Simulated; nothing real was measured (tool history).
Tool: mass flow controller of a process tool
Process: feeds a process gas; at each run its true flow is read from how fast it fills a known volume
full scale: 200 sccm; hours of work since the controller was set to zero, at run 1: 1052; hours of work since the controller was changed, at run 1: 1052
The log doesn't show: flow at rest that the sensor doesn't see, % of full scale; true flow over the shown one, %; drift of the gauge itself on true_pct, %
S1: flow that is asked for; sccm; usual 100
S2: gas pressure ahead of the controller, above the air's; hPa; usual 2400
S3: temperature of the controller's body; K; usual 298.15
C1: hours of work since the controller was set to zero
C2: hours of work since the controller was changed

Run 1, hour 0.0: usual settings; C1 1052; C2 1052. Result: true flow (%) 98.38.
Run 2, hour 96.9: usual settings; C1 1083; C2 1083. Result: true flow (%) 98.29.
Run 3, hour 195.4: usual settings; C1 1115; C2 1115. Result: true flow (%) 98.33.
Run 4, hour 291.8: usual settings; C1 1145; C2 1145. Result: true flow (%) 98.35.
Run 5, hour 366.8: usual settings; C1 1169; C2 1169. Result: true flow (%) 98.29.
Run 6, hour 526.2: usual settings; C1 1220; C2 1220. Result: true flow (%) 98.42.
Run 7, hour 609.3: usual settings; C1 1247; C2 1247. Result: true flow (%) 98.36.
Run 8, hour 723.1: usual settings; C1 1283; C2 1283. Result: true flow (%) 98.38.
Run 9, hour 846.0: usual settings; C1 1322; C2 1322. Result: true flow (%) 98.48.
Run 10, hour 928.2: usual settings; C1 1348; C2 1348. Result: true flow (%) 98.50.
Run 11, hour 1029.6: usual settings; C1 1381; C2 1381. Result: true flow (%) 98.34.
Run 12, hour 1135.6: usual settings but S3 300.15 K; C1 1415; C2 1415. Result: true flow (%) 98.48.
Run 13, hour 1208.4: usual settings but S2 2460 hPa; C1 1438; C2 1438. Result: true flow (%) 98.30.
Run 14, hour 1356.0: usual settings but S2 2460 hPa; C1 1485; C2 1485. Result: true flow (%) 98.34.
Run 15, hour 1489.4: usual settings but S2 2460 hPa; C1 1527; C2 1527. Result: true flow (%) 98.25.
Run 16, hour 1595.0: usual settings but S2 2460 hPa; C1 1561; C2 1561. Result: true flow (%) 98.36.
Run 17, hour 1743.2: usual settings but S2 2460 hPa; C1 1608; C2 1608. Result: true flow (%) 98.22.
Run 18, hour 1838.6: usual settings but S2 2460 hPa; C1 1639; C2 1639. Result: true flow (%) 98.27.
Run 19, hour 1933.5: usual settings but S2 2460 hPa; C1 1669; C2 1669. Result: true flow (%) 98.30.
Run 20, hour 2041.2: usual settings but S2 2460 hPa; C1 1703; C2 1703. Result: true flow (%) 98.14.
Run 21, hour 2126.1: usual settings but S2 2460 hPa; C1 1730; C2 1730. Result: true flow (%) 98.45.
Run 22, hour 2262.0: usual settings but S1 74 sccm, S2 1490 hPa, S3 295.15 K; C1 1774; C2 1774. Result: true flow (%) 98.21.
Run 23, hour 2344.9: usual settings but S1 137 sccm, S2 1790 hPa, S3 311.15 K; C1 1800; C2 1800. Result: true flow (%) 100.39.
Run 24, hour 2510.2: usual settings but S1 47 sccm, S3 308.15 K; C1 1853; C2 1853. Result: true flow (%) 97.54.
Run 25, hour 2622.3: usual settings but S3 303.15 K; C1 1889; C2 1889. Result: true flow (%) 98.68.
Run 26, hour 2735.1: usual settings but S3 303.15 K; C1 1925; C2 1925. Result: true flow (%) 98.61.
Run 27, hour 2823.3: usual settings but S3 303.15 K; C1 1953; C2 1953. Result: true flow (%) 98.58.
Run 28, hour 2986.9: usual settings but S1 70 sccm, S2 1520 hPa, S3 299.15 K; C1 2005; C2 2005. Result: true flow (%) 98.30.
Run 29, hour 3132.5: usual settings but S1 70 sccm, S2 1520 hPa, S3 299.15 K; C1 2051; C2 2051. Result: true flow (%) 98.37.
Run 30, hour 3206.6: usual settings but S2 2190 hPa, S3 294.15 K; C1 2075; C2 2075. Result: true flow (%) 98.12.
Run 31, hour 3346.5: usual settings but S2 2190 hPa, S3 294.15 K; C1 2120; C2 2120. Result: true flow (%) 98.22.
Run 32, hour 3499.0: usual settings but S2 2190 hPa, S3 294.15 K; C1 2168; C2 2168. Result: true flow (%) 98.11.
Run 33, hour 3616.0: usual settings but S2 2190 hPa, S3 294.15 K; C1 2206; C2 2206. Result: true flow (%) 98.09.
Run 34, hour 3746.3: usual settings but S1 135 sccm, S2 1820 hPa, S3 302.15 K; C1 2247; C2 2247. Result: true flow (%) 99.57.
Run 35, hour 3841.4: usual settings but S1 135 sccm, S2 1820 hPa, S3 302.15 K; C1 2278; C2 2278. Result: true flow (%) 99.69.
Run 36, hour 3927.3: usual settings but S1 35 sccm, S2 1820 hPa, S3 302.15 K; C1 2305; C2 2305. Result: true flow (%) 96.59.
Run 37, hour 3995.0: usual settings but S1 30 sccm, S2 1820 hPa, S3 302.15 K; C1 2326; C2 2326. Result: true flow (%) 96.03.
Run 38, hour 4084.5: usual settings but S1 108 sccm, S2 1820 hPa, S3 312.15 K; C1 2355; C2 2355. Result: true flow (%) 99.85.
Run 39, hour 4224.3: usual settings but S2 2360 hPa, S3 306.15 K; C1 2400; C2 2400. Result: true flow (%) 98.82.
Run 40, hour 4365.9: usual settings but S1 35 sccm, S2 2010 hPa, S3 294.15 K; C1 2445; C2 2445. Result: true flow (%) 95.72.
Run 41, hour 4501.0: usual settings but S1 35 sccm, S2 2010 hPa, S3 294.15 K; C1 2488; C2 2488. Result: true flow (%) 95.72.

Forecast each of these 3 alternatives for the next run:
Run A, hour 4590.3: usual settings but S1 132 sccm, S2 1430 hPa, S3 312.15 K; C1 2516; C2 2516. Result: true flow (%) ?.
Run B, hour 4590.3: usual settings but S1 90 sccm, S2 2610 hPa; C1 2516; C2 2516. Result: true flow (%) ?.
Run C, hour 4590.3: usual settings but S1 54 sccm, S2 2630 hPa, S3 307.15 K; C1 2516; C2 2516. Result: true flow (%) ?.

run  true flow (%)
  A         100.61
  B          97.88
  C          97.23
Without the tool's hidden state the same runs would have given:
run  true flow (%)
  A         100.57
  B          98.15
  C          98.18
